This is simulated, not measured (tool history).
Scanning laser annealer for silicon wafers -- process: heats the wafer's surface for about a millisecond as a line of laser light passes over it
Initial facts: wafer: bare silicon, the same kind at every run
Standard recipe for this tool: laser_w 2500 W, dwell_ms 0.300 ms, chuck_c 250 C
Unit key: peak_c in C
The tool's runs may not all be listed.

{"run": 1, "hour": 0.0, "laser_w": 2500, "dwell_ms": 0.3, "chuck_c": 250, "peak_c": 1016}
{"run": 2, "hour": 60.8, "laser_w": 2713, "dwell_ms": 0.3, "chuck_c": 250, "peak_c": 1078}
{"hour": 71.3, "done": "optics aligned, line set to its width"}
{"run": 3, "hour": 150.0, "laser_w": 2500, "dwell_ms": 0.259, "chuck_c": 250, "peak_c": 964}
{"run": 4, "hour": 239.5, "laser_w": 2500, "dwell_ms": 0.259, "chuck_c": 250, "peak_c": 962}
{"run": 5, "hour": 299.9, "laser_w": 2500, "dwell_ms": 0.259, "chuck_c": 250, "peak_c": 962}
{"run": 6, "hour": 374.2, "laser_w": 2500, "dwell_ms": 0.259, "chuck_c": 250, "peak_c": 963}
{"run": 7, "hour": 461.4, "laser_w": 2500, "dwell_ms": 0.259, "chuck_c": 250, "peak_c": 960}
{"run": 8, "hour": 542.2, "laser_w": 2500, "dwell_ms": 0.259, "chuck_c": 250, "peak_c": 962}
{"run": 9, "hour": 604.7, "laser_w": 2500, "dwell_ms": 0.259, "chuck_c": 250, "peak_c": 955}
{"run": 10, "hour": 686.3, "laser_w": 2500, "dwell_ms": 0.259, "chuck_c": 250, "peak_c": 959}
{"run": 11, "hour": 773.1, "laser_w": 2500, "dwell_ms": 0.259, "chuck_c": 250, "peak_c": 958}
{"run": 12, "hour": 846.2, "laser_w": 2399, "dwell_ms": 0.254, "chuck_c": 281, "peak_c": 950}
{"run": 13, "hour": 900.5, "laser_w": 2543, "dwell_ms": 0.377, "chuck_c": 285, "peak_c": 1153}
{"run": 14, "hour": 979.5, "laser_w": 2500, "dwell_ms": 0.245, "chuck_c": 249, "peak_c": 936}
{"run": 15, "hour": 1035.4, "laser_w": 2146, "dwell_ms": 0.293, "chuck_c": 224, "peak_c": 866}
{"run": 16, "hour": 1117.0, "laser_w": 2364, "dwell_ms": 0.3, "chuck_c": 250, "peak_c": 964}
{"run": 17, "hour": 1192.0, "laser_w": 2364, "dwell_ms": 0.3, "chuck_c": 250, "peak_c": 964}
{"run": 18, "hour": 1269.6, "laser_w": 2344, "dwell_ms": 0.3, "chuck_c": 277, "peak_c": 983}
{"run": 19, "hour": 1350.2, "laser_w": 2344, "dwell_ms": 0.3, "chuck_c": 277, "peak_c": 981}
{"run": 20, "hour": 1443.0, "laser_w": 2293, "dwell_ms": 0.264, "chuck_c": 235, "peak_c": 881}

Each row is a separate what-if for the run after 20, all from the same tool condition, not one after another. Results?
{"hour": 1449.7, "done": "window over the wafer cleaned"}
{"run": "A", "hour": 1494.1, "laser_w": 2556, "dwell_ms": 0.256, "chuck_c": 281, "peak_c": "?"}
{"hour": 1449.7, "done": "window over the wafer cleaned"}
{"run": "B", "hour": 1494.1, "laser_w": 2692, "dwell_ms": 0.282, "chuck_c": 270, "peak_c": "?"}
{"hour": 1449.7, "done": "window over the wafer cleaned"}
{"run": "C", "hour": 1494.1, "laser_w": 2695, "dwell_ms": 0.218, "chuck_c": 250, "peak_c": "?"}
{"hour": 1449.7, "done": "window over the wafer cleaned"}
{"run": "D", "hour": 1494.1, "laser_w": 2500, "dwell_ms": 0.263, "chuck_c": 284, "peak_c": "?"}
{"hour": 1449.7, "done": "window over the wafer cleaned"}
{"run": "E", "hour": 1494.1, "laser_w": 2586, "dwell_ms": 0.27, "chuck_c": 250, "peak_c": "?"}

run=A peak_c=1008
run=B peak_c=1076
run=C peak_c=958
run=D peak_c=1006
run=E peak_c=1004
What these runs would have given with no unlogged condition in the tool:
run=A peak_c=1005
run=B peak_c=1072
run=C peak_c=955
run=D peak_c=1003
run=E peak_c=1000
